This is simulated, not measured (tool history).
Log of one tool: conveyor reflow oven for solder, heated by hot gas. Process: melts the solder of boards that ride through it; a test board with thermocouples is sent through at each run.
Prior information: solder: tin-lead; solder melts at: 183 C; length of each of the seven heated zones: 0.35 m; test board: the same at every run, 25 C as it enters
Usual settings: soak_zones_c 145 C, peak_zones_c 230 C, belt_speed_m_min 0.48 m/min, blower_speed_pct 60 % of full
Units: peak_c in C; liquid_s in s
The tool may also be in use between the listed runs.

run	hour	soak_zones_c	peak_zones_c	belt_speed_m_min	blower_speed_pct	peak_c	liquid_s
1	0	145	230	0.48	60	209.8	59.9
2	31.3	145	230	0.48	60	209.2	59.5
3	71.8	145	230	0.48	60	209.3	59.2
# hour 90.8: flux residue cleaned out of gas plates and filters
4	110.7	145	230	0.48	60	210.2	61.2
5	136.9	145	230	0.48	60	210	61.7
6	177.3	145	230	0.48	60	209.6	60.9
7	195.9	145	230	0.48	60	209.8	60.8
8	236.6	145	230	0.48	60	209.3	60.7
9	261.1	145	230	0.48	60	209.3	60.3
10	280.1	145	230	0.48	80	214.3	67.1
11	301.7	145	230	0.48	60	208.9	60
12	339.6	145	230	0.48	56	208.2	57.4
13	379.2	145	230	0.48	56	207.4	57.2
# hour 399.4: flux residue cleaned out of gas plates and filters
14	413.4	145	230	0.48	56	208.5	59.1
# hour 440.8: thermocouples of zones 6 and 7 changed
15	451.3	145	230	0.48	56	211.2	61.8
16	470.6	135	224	0.392	82	215.5	82.2
17	503.7	135	219	0.503	82	204.8	50
18	530	135	219	0.503	82	204.9	49.9
19	575.5	135	219	0.503	82	204.5	49.6
20	620.3	135	219	0.503	82	204.3	48.5
21	641.4	145	237	0.48	60	216.8	68.7
22	669.5	145	237	0.48	60	216.7	68.1
23	695.5	142	237	0.48	60	216.5	65.9
# hour 710.5: flux residue cleaned out of gas plates and filters
24	746.2	155	230	0.48	60	214.4	71.4
25	789.7	145	230	0.48	84	217.7	70.4
26	835.3	135	230	0.386	60	216.3	81.2
27	866.5	146	243	0.386	55	228.3	98.1
28	885.1	146	243	0.386	55	228.3	98.1
29	910.2	146	243	0.386	55	227.9	98.1

Each row is a separate what-if for the run after 29, all from the same tool condition, not one after another. Results?
A	942.2	131	219	0.405	55	?	?
B	942.2	145	230	0.48	56	?	?
C	942.2	147	230	0.48	60	?	?

run	peak_c	liquid_s
A	202.5	55.7
B	209.5	60.4
C	211.2	63.4
Without the tool's unlogged condition, the same runs would have read:
run	peak_c	liquid_s
A	203.8	57.4
B	210.8	61.4
C	212.6	64.4
